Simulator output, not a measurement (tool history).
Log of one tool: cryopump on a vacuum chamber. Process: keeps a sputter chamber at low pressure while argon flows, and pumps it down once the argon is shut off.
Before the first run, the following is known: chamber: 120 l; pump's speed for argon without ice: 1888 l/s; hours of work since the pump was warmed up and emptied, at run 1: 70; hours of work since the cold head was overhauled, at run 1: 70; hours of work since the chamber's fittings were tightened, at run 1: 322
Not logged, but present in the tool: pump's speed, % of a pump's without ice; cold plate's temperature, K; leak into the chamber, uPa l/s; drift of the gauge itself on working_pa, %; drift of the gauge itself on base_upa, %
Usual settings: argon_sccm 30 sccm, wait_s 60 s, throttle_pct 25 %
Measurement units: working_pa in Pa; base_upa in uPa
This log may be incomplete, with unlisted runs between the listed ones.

| run | hour | argon_sccm | wait_s | throttle_pct | hours of work since the pump was warmed up and emptied | hours of work since the cold head was overhauled | hours of work since the chamber's fittings were tightened | working_pa | base_upa |
|---|---|---|---|---|---|---|---|---|---|
| 1 | 0 | 30 | 60 | 25 | 70 | 70 | 322 | 0.1081 | 1.5 |
| 2 | 79.5 | 30 | 60 | 25 | 132 | 132 | 385 | 0.1081 | 1.53 |
| 3 | 142.4 | 30 | 177 | 25 | 182 | 182 | 434 | 0.1088 | 0.88 |
| 4 | 212.8 | 30 | 60 | 25 | 237 | 237 | 489 | 0.1089 | 1.71 |
| 5 | 263.3 | 30 | 60 | 30 | 277 | 277 | 529 | 0.0924 | 1.67 |
| 6 | 312.6 | 54 | 60 | 25 | 315 | 315 | 568 | 0.1977 | 1.7 |
| 7 | 386.8 | 17 | 60 | 25 | 374 | 374 | 626 | 0.0628 | 1.78 |
| 8 | 458.3 | 13 | 60 | 25 | 430 | 430 | 682 | 0.0483 | 1.89 |
| 9 | 491.2 | 13 | 60 | 25 | 456 | 456 | 708 | 0.0484 | 1.87 |
| 10 | 567.6 | 13 | 60 | 25 | 516 | 516 | 768 | 0.0476 | 1.93 |
| 11 | 620 | 13 | 60 | 25 | 557 | 557 | 810 | 0.0488 | 1.97 |
| 12 | 657.5 | 13 | 60 | 25 | 587 | 587 | 839 | 0.0487 | 2.03 |
| 13 | 694.9 | 30 | 233 | 25 | 616 | 616 | 868 | 0.113 | 1.23 |
| 14 | 732.1 | 30 | 233 | 25 | 645 | 645 | 898 | 0.1139 | 1.33 |
| 15 | 765.9 | 37 | 60 | 25 | 672 | 672 | 924 | 0.1403 | 2.16 |
| 16 | 846.1 | 37 | 124 | 25 | 735 | 735 | 987 | 0.1409 | 1.66 |
| 17 | 906.6 | 37 | 124 | 25 | 783 | 783 | 1035 | 0.1411 | 1.73 |
| 18 | 971.2 | 37 | 124 | 25 | 833 | 833 | 1086 | 0.1422 | 1.82 |
| 19 | 1046.7 | 59 | 29 | 27 | 893 | 893 | 1145 | 0.2113 | 3.62 |
| 20 | 1117 | 30 | 60 | 39 | 948 | 948 | 1200 | 0.0784 | 2.62 |
| 21 | 1154.2 | 24 | 34 | 29 | 977 | 977 | 1230 | 0.0802 | 3.34 |
| 22 | 1188.9 | 24 | 34 | 29 | 1005 | 1005 | 1257 | 0.0829 | 3.42 |
| 23 | 1244.6 | 36 | 125 | 48 | 1048 | 1048 | 1301 | 0.0794 | 2.14 |
| 24 | 1303.3 | 14 | 233 | 29 | 1095 | 1095 | 1347 | 0.0487 | 2.02 |
| 25 | 1358.4 | 14 | 58 | 39 | 1138 | 1138 | 1390 | 0.038 | 2.86 |
|  | 1411.7 | pump warmed up, emptied and cooled again |
| 26 | 1433.4 | 17 | 299 | 22 | 17 | 1193 | 1445 | 0.0699 | 1.55 |
| 27 | 1490.6 | 30 | 60 | 53 | 62 | 1238 | 1490 | 0.0523 | 2.47 |
| 28 | 1541 | 44 | 91 | 16 | 102 | 1278 | 1530 | 0.2466 | 2.12 |
| 29 | 1576 | 44 | 91 | 16 | 129 | 1305 | 1557 | 0.251 | 2.15 |
| 30 | 1625.4 | 13 | 91 | 34 | 168 | 1344 | 1596 | 0.0354 | 2.2 |
| 31 | 1688.6 | 59 | 50 | 34 | 218 | 1394 | 1646 | 0.1602 | 2.76 |
| 32 | 1754.2 | 59 | 50 | 34 | 269 | 1445 | 1698 | 0.1598 | 2.89 |
| 33 | 1800.1 | 35 | 74 | 27 | 305 | 1481 | 1734 | 0.1197 | 2.5 |
| 34 | 1870.5 | 18 | 74 | 41 | 361 | 1537 | 1789 | 0.0417 | 2.59 |

Each row is a separate what-if for the run after 34, all from the same tool condition, not one after another. Results?
| A | 1918.9 | 27 | 40 | 41 | 399 | 1575 | 1827 | ? | ? |
| B | 1918.9 | 18 | 74 | 20 | 399 | 1575 | 1827 | ? | ? |
| C | 1918.9 | 18 | 22 | 41 | 399 | 1575 | 1827 | ? | ? |

| run | working_pa | base_upa |
|---|---|---|
| A | 0.0611 | 3.35 |
| B | 0.0839 | 2.64 |
| C | 0.0419 | 4.68 |
The same runs, with their run-to-run variation unchanged, on a tool lacking any hidden condition would have given:
| run | working_pa | base_upa |
|---|---|---|
| A | 0.0577 | 1.74 |
| B | 0.0816 | 1.02 |
| C | 0.0396 | 3.06 |
